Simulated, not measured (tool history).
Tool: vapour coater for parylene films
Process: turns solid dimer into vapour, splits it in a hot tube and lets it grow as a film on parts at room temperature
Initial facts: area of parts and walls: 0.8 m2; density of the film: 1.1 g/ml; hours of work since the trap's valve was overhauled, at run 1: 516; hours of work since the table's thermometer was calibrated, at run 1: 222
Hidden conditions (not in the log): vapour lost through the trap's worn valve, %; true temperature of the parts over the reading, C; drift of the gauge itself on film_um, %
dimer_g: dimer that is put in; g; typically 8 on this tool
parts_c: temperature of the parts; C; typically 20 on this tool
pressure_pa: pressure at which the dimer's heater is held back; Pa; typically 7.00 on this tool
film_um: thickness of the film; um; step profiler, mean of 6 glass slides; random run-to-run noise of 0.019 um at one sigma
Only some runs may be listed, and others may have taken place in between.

run,day,dimer_g,parts_c,pressure_pa,hours of work since the trap's valve was overhauled,hours of work since the table's thermometer was calibrated,film_um
1,0.000,8,20,7.00,516,222,6.01
2,0.850,8,20,7.00,525,230,6.05
3,1.983,8,20,7.00,536,241,6.01
4,3.167,8,20,7.00,548,253,6.01
# day 4.092: trap's valve overhauled
5,4.092,4,20,7.00,0,261,2.94
6,4.946,4,20,7.00,8,269,2.95
7,5.900,8,27,7.00,18,279,5.20
8,6.508,8,12,7.00,24,285,6.79
9,7.333,8,12,7.00,32,293,6.79
10,8.438,8,12,7.00,43,304,6.73
11,9.204,6,29,2.51,51,311,4.50
# day 9.900: trap's valve overhauled, once more
12,9.983,10,29,4.69,1,317,7.29
13,10.708,8,21,3.17,8,325,7.18
14,11.571,8,21,3.17,17,333,7.19
15,12.492,4,21,3.17,26,342,3.58
16,13.108,10,20,3.77,32,348,8.83
17,14.246,11,21,2.50,43,360,10.23
18,15.475,9,20,5.80,55,372,7.33

3 ways to go on from here, each from the tool as it stands after run 18. What would each give?
A,16.408,3,26,5.80,65,381,?
B,16.408,6,20,2.95,65,381,?
C,16.408,8,20,3.18,65,381,?

run,film_um
A,2.19
B,5.50
C,7.31
With no hidden state in the tool, these same runs would have given:
run,film_um
A,2.19
B,5.51
C,7.33
